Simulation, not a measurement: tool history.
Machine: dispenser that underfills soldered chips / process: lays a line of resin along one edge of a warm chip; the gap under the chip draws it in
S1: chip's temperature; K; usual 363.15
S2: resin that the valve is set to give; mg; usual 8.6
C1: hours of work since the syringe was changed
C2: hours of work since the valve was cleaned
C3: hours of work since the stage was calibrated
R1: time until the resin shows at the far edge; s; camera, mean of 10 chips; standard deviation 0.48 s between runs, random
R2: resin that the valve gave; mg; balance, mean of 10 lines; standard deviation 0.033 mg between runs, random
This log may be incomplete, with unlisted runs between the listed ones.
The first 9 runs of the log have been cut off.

{"hour": 84.4, "done": "new syringe of resin"}
{"hour": 96.1, "done": "new syringe of resin"}
{"run": 10, "hour": 97.0, "S1": 363.15, "S2": 11.05, "C1": 1, "C2": 38, "C3": 113, "R1": 38.7, "R2": 10.71}
{"hour": 107.7, "done": "new syringe of resin"}
{"run": 11, "hour": 111.9, "S1": 363.15, "S2": 11.05, "C1": 3, "C2": 48, "C3": 124, "R1": 44.5, "R2": 10.63}
{"hour": 119.4, "done": "new syringe of resin"}
{"run": 12, "hour": 123.9, "S1": 363.15, "S2": 11.05, "C1": 3, "C2": 57, "C3": 133, "R1": 47, "R2": 10.58}
{"hour": 131.3, "done": "new syringe of resin"}
{"run": 13, "hour": 139.7, "S1": 362.15, "S2": 8.6, "C1": 6, "C2": 69, "C3": 145, "R1": 59.3, "R2": 8.16}
{"hour": 143.4, "done": "new syringe of resin"}
{"run": 14, "hour": 153.0, "S1": 362.15, "S2": 8.6, "C1": 7, "C2": 78, "C3": 154, "R1": 63.8, "R2": 8.04}
{"hour": 154.8, "done": "new syringe of resin"}
{"hour": 166.1, "done": "new syringe of resin"}
{"run": 15, "hour": 169.5, "S1": 362.15, "S2": 8.6, "C1": 3, "C2": 90, "C3": 166, "R1": 46.9, "R2": 7.99}
{"hour": 177.5, "done": "new syringe of resin"}
{"hour": 181.3, "done": "dispensing valve cleaned and set on the balance"}
{"run": 16, "hour": 181.4, "S1": 357.15, "S2": 8.6, "C1": 2, "C2": 0, "C3": 174, "R1": 57, "R2": 8.62}
{"hour": 190.7, "done": "new syringe of resin"}
{"run": 17, "hour": 193.1, "S1": 357.15, "S2": 8.6, "C1": 2, "C2": 9, "C3": 183, "R1": 55.9, "R2": 8.55}
{"hour": 202.0, "done": "new syringe of resin"}
{"run": 18, "hour": 203.3, "S1": 374.15, "S2": 9.51, "C1": 1, "C2": 16, "C3": 190, "R1": 26.9, "R2": 9.37}
{"run": 19, "hour": 210.7, "S1": 362.15, "S2": 9.94, "C1": 6, "C2": 21, "C3": 195, "R1": 61.5, "R2": 9.8}
{"hour": 213.9, "done": "new syringe of resin"}
{"run": 20, "hour": 224.6, "S1": 350.15, "S2": 8.6, "C1": 8, "C2": 32, "C3": 206, "R1": 109.9, "R2": 8.38}
{"hour": 225.8, "done": "new syringe of resin"}
{"run": 21, "hour": 232.8, "S1": 365.15, "S2": 10.44, "C1": 5, "C2": 37, "C3": 212, "R1": 49.1, "R2": 10.15}
{"hour": 237.3, "done": "new syringe of resin"}
{"run": 22, "hour": 247.0, "S1": 365.15, "S2": 10.44, "C1": 7, "C2": 48, "C3": 222, "R1": 56.1, "R2": 10.1}
{"hour": 248.4, "done": "new syringe of resin"}
{"hour": 259.7, "done": "new syringe of resin"}
{"run": 23, "hour": 259.7, "S1": 372.15, "S2": 7.82, "C1": 0, "C2": 57, "C3": 231, "R1": 28.6, "R2": 7.43}
{"hour": 271.1, "done": "new syringe of resin"}
{"run": 24, "hour": 274.2, "S1": 372.15, "S2": 10.71, "C1": 2, "C2": 67, "C3": 241, "R1": 31.5, "R2": 10.2}
{"hour": 282.5, "done": "new syringe of resin"}
{"run": 25, "hour": 290.9, "S1": 353.15, "S2": 8.33, "C1": 6, "C2": 80, "C3": 254, "R1": 88.3, "R2": 7.81}
{"hour": 294.2, "done": "new syringe of resin"}
{"hour": 305.5, "done": "new syringe of resin"}
{"run": 26, "hour": 307.8, "S1": 353.15, "S2": 8.33, "C1": 2, "C2": 92, "C3": 266, "R1": 68.2, "R2": 7.77}
{"hour": 317.1, "done": "dispensing valve cleaned and set on the balance"}
{"hour": 318.5, "done": "new syringe of resin"}
{"run": 27, "hour": 320.2, "S1": 370.15, "S2": 11.1, "C1": 1, "C2": 2, "C3": 274, "R1": 32.4, "R2": 11.05}
{"hour": 330.8, "done": "new syringe of resin"}
{"run": 28, "hour": 331.5, "S1": 369.15, "S2": 10.4, "C1": 1, "C2": 10, "C3": 282, "R1": 31.8, "R2": 10.27}
{"hour": 342.0, "done": "new syringe of resin"}
{"run": 29, "hour": 342.0, "S1": 377.15, "S2": 10.99, "C1": 0, "C2": 18, "C3": 290, "R1": 22.5, "R2": 10.77}
{"run": 30, "hour": 350.9, "S1": 368.15, "S2": 9.89, "C1": 7, "C2": 25, "C3": 297, "R1": 50.7, "R2": 9.67}
{"hour": 353.9, "done": "new syringe of resin"}
{"hour": 365.4, "done": "new syringe of resin"}
{"run": 31, "hour": 365.4, "S1": 366.15, "S2": 10.59, "C1": 0, "C2": 35, "C3": 307, "R1": 35, "R2": 10.19}
{"hour": 376.8, "done": "new syringe of resin"}
{"run": 32, "hour": 381.5, "S1": 366.15, "S2": 10.59, "C1": 4, "C2": 47, "C3": 319, "R1": 44.7, "R2": 10.18}
{"hour": 389.0, "done": "new syringe of resin"}
{"run": 33, "hour": 389.7, "S1": 368.15, "S2": 9.03, "C1": 1, "C2": 53, "C3": 325, "R1": 33.4, "R2": 8.64}

5 options for the next run, each taken on its own from the tool as it stands now. Forecast them:
{"hour": 400.9, "done": "new syringe of resin"}
{"run": "A", "hour": 401.9, "S1": 366.15, "S2": 9.68, "C1": 1, "C2": 61, "C3": 334, "R1": "?", "R2": "?"}
{"hour": 400.9, "done": "new syringe of resin"}
{"run": "B", "hour": 401.9, "S1": 372.15, "S2": 9.51, "C1": 1, "C2": 61, "C3": 334, "R1": "?", "R2": "?"}
{"hour": 400.9, "done": "new syringe of resin"}
{"run": "C", "hour": 401.9, "S1": 350.15, "S2": 11.13, "C1": 1, "C2": 61, "C3": 334, "R1": "?", "R2": "?"}
{"hour": 400.9, "done": "new syringe of resin"}
{"run": "D", "hour": 401.9, "S1": 375.15, "S2": 9.7, "C1": 1, "C2": 61, "C3": 334, "R1": "?", "R2": "?"}
{"hour": 400.9, "done": "new syringe of resin"}
{"run": "E", "hour": 401.9, "S1": 368.15, "S2": 10.25, "C1": 1, "C2": 61, "C3": 334, "R1": "?", "R2": "?"}

run=A R1=35.8 R2=9.18
run=B R1=29.8 R2=9
run=C R1=70 R2=10.56
run=D R1=26.5 R2=9.14
run=E R1=34.1 R2=9.77
Had the tool no hidden state, the same runs would have come out as:
run=A R1=31.9 R2=9.67
run=B R1=26.7 R2=9.49
run=C R1=62.2 R2=11.13
run=D R1=23.8 R2=9.63
run=E R1=30.5 R2=10.3
